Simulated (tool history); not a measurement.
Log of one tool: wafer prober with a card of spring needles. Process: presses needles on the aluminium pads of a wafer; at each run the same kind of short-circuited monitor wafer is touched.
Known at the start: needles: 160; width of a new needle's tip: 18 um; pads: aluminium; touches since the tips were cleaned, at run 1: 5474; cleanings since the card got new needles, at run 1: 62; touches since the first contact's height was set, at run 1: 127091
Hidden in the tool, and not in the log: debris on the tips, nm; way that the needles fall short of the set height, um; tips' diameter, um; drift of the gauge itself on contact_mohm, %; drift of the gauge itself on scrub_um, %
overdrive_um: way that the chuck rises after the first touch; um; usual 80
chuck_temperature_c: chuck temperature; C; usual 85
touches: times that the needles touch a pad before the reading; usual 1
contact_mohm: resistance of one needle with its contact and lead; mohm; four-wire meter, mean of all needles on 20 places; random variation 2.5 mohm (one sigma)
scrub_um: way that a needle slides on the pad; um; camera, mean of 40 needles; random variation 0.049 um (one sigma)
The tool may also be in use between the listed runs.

| run | day | overdrive_um | chuck_temperature_c | touches | touches since the tips were cleaned | cleanings since the card got new needles | touches since the first contact's height was set | contact_mohm | scrub_um |
|---|---|---|---|---|---|---|---|---|---|
| 1 | 0 | 80 | 85 | 1 | 5474 | 62 | 127091 | 282 | 14.63 |
|  | 0.271 | tips cleaned on abrasive film |
|  | 0.958 | tips cleaned on abrasive film |
| 2 | 1.325 | 80 | 85 | 1 | 4413 | 64 | 142972 | 282 | 14.66 |
|  | 1.725 | tips cleaned on abrasive film |
|  | 2.454 | tips cleaned on abrasive film |
| 3 | 2.454 | 80 | 85 | 1 | 0 | 66 | 156506 | 277 | 14.61 |
|  | 3.196 | tips cleaned on abrasive film |
| 4 | 3.562 | 80 | 59 | 1 | 4439 | 67 | 169879 | 272 | 14.6 |
|  | 3.938 | tips cleaned on abrasive film |
| 5 | 4.308 | 80 | 85 | 2 | 4495 | 68 | 178807 | 280 | 14.57 |
|  | 4.683 | tips cleaned on abrasive film |
|  | 5.375 | tips cleaned on abrasive film |
| 6 | 5.579 | 80 | 98 | 1 | 2484 | 70 | 194080 | 283 | 14.52 |
|  | 6.146 | tips cleaned on abrasive film |
| 7 | 6.446 | 80 | 98 | 1 | 3628 | 71 | 204489 | 283 | 14.48 |
|  | 6.892 | tips cleaned on abrasive film |
| 8 | 7.038 | 80 | 85 | 2 | 1766 | 72 | 211585 | 279 | 14.62 |
|  | 7.642 | tips cleaned on abrasive film |
| 9 | 7.642 | 80 | 85 | 2 | 0 | 73 | 218804 | 278 | 14.56 |
|  | 8.15 | height of the first contact set anew |
| 10 | 8.267 | 80 | 85 | 1 | 7402 | 73 | 1408 | 280 | 14.59 |
|  | 8.346 | tips cleaned on abrasive film |
|  | 9.075 | tips cleaned on abrasive film |
| 11 | 9.358 | 80 | 85 | 1 | 3382 | 75 | 14471 | 278 | 14.51 |
|  | 9.808 | tips cleaned on abrasive film |
| 12 | 10.288 | 80 | 85 | 1 | 5766 | 76 | 25649 | 283 | 14.44 |
|  | 10.492 | tips cleaned on abrasive film |
|  | 11.171 | tips cleaned on abrasive film |
| 13 | 11.208 | 80 | 40 | 2 | 471 | 78 | 36704 | 272 | 14.43 |
|  | 11.938 | tips cleaned on abrasive film |
| 14 | 11.938 | 81 | 85 | 1 | 41 | 79 | 45454 | 279 | 14.58 |
|  | 12.679 | tips cleaned on abrasive film |
| 15 | 12.696 | 81 | 85 | 1 | 183 | 80 | 54516 | 285 | 14.55 |
|  | 13.417 | tips cleaned on abrasive film |
| 16 | 13.8 | 96 | 56 | 1 | 4641 | 81 | 67841 | 276 | 17.2 |
|  | 14.183 | tips cleaned on abrasive film |
|  | 14.912 | tips cleaned on abrasive film |
| 17 | 14.912 | 96 | 56 | 1 | 4 | 83 | 81164 | 272 | 17.21 |
|  | 15.638 | tips cleaned on abrasive film |
| 18 | 16.167 | 79 | 33 | 1 | 6371 | 84 | 96249 | 267 | 14.15 |
|  | 16.379 | tips cleaned on abrasive film |
| 19 | 16.879 | 79 | 33 | 1 | 6024 | 85 | 104783 | 271 | 14.11 |
|  | 17.117 | tips cleaned on abrasive film |
| 20 | 17.621 | 88 | 28 | 2 | 6090 | 86 | 113734 | 265 | 15.65 |
|  | 17.821 | tips cleaned on abrasive film |
|  | 17.988 | gauge calibrated |
|  | 18.579 | tips cleaned on abrasive film |
| 21 | 18.579 | 65 | 26 | 2 | 0 | 88 | 125162 | 267 | 11.93 |

The same runs without the tool's hidden state, with the same run-to-run variation:
| run | scrub_um |
|---|---|
| 1 | 14.63 |
| 2 | 14.7 |
| 3 | 14.67 |
| 4 | 14.68 |
| 5 | 14.67 |
| 6 | 14.65 |
| 7 | 14.62 |
| 8 | 14.79 |
| 9 | 14.73 |
| 10 | 14.78 |
| 11 | 14.71 |
| 12 | 14.67 |
| 13 | 14.68 |
| 14 | 14.85 |
| 15 | 14.83 |
| 16 | 17.57 |
| 17 | 17.61 |
| 18 | 14.5 |
| 19 | 14.48 |
| 20 | 16.08 |
| 21 | 11.94 |
contact_mohm: within 2 mohm of the measured result in every run.
